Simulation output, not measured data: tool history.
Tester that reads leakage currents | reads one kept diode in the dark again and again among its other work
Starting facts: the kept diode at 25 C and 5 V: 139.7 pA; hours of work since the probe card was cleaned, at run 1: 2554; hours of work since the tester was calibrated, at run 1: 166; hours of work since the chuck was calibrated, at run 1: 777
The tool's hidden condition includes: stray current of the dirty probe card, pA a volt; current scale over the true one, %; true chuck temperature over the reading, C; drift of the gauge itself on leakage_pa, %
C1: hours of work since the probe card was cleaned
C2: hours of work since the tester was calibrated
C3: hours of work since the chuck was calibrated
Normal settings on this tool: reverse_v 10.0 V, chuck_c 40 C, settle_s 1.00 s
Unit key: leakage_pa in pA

Run 1, hour 0.0: usual settings; C1 2554; C2 166; C3 777. Result: leakage_pa 568.82 pA.
Run 2, hour 22.4: usual settings; C1 2568; C2 180; C3 791. Result: leakage_pa 563.92 pA.
Run 3, hour 37.3: usual settings; C1 2577; C2 189; C3 800. Result: leakage_pa 569.98 pA.
Run 4, hour 56.7: usual settings; C1 2589; C2 201; C3 812. Result: leakage_pa 567.26 pA.
Run 5, hour 89.6: usual settings; C1 2609; C2 221; C3 832. Result: leakage_pa 564.33 pA.
Run 6, hour 104.4: usual settings; C1 2618; C2 230; C3 841. Result: leakage_pa 562.16 pA.
Run 7, hour 129.3: usual settings; C1 2634; C2 245; C3 856. Result: leakage_pa 564.30 pA.
Run 8, hour 160.4: usual settings; C1 2653; C2 264; C3 875. Result: leakage_pa 560.11 pA.
Run 9, hour 183.0: usual settings; C1 2666; C2 278; C3 889. Result: leakage_pa 563.91 pA.
At hour 199.9: probe card cleaned and baked.
Run 10, hour 214.3: usual settings but chuck_c 32 C; C1 9; C2 295; C3 906. Result: leakage_pa 302.68 pA.
Run 11, hour 239.8: usual settings but chuck_c 32 C; C1 24; C2 311; C3 922. Result: leakage_pa 303.51 pA.
Run 12, hour 253.9: usual settings but chuck_c 32 C; C1 33; C2 319; C3 931. Result: leakage_pa 303.06 pA.
Run 13, hour 282.0: usual settings but settle_s 2.73 s; C1 50; C2 337; C3 948. Result: leakage_pa 551.84 pA.

Estimate the outcome of run 14 from the log above:
Run 14, hour 310.7: usual settings but reverse_v 1.6 V, settle_s 1.03 s; C1 68; C2 354; C3 965. Result: leakage_pa ?.

{"run 14": {"leakage_pa": 267.23}}
With no hidden state in the tool, this same run would have given leakage_pa 285.62 pA.
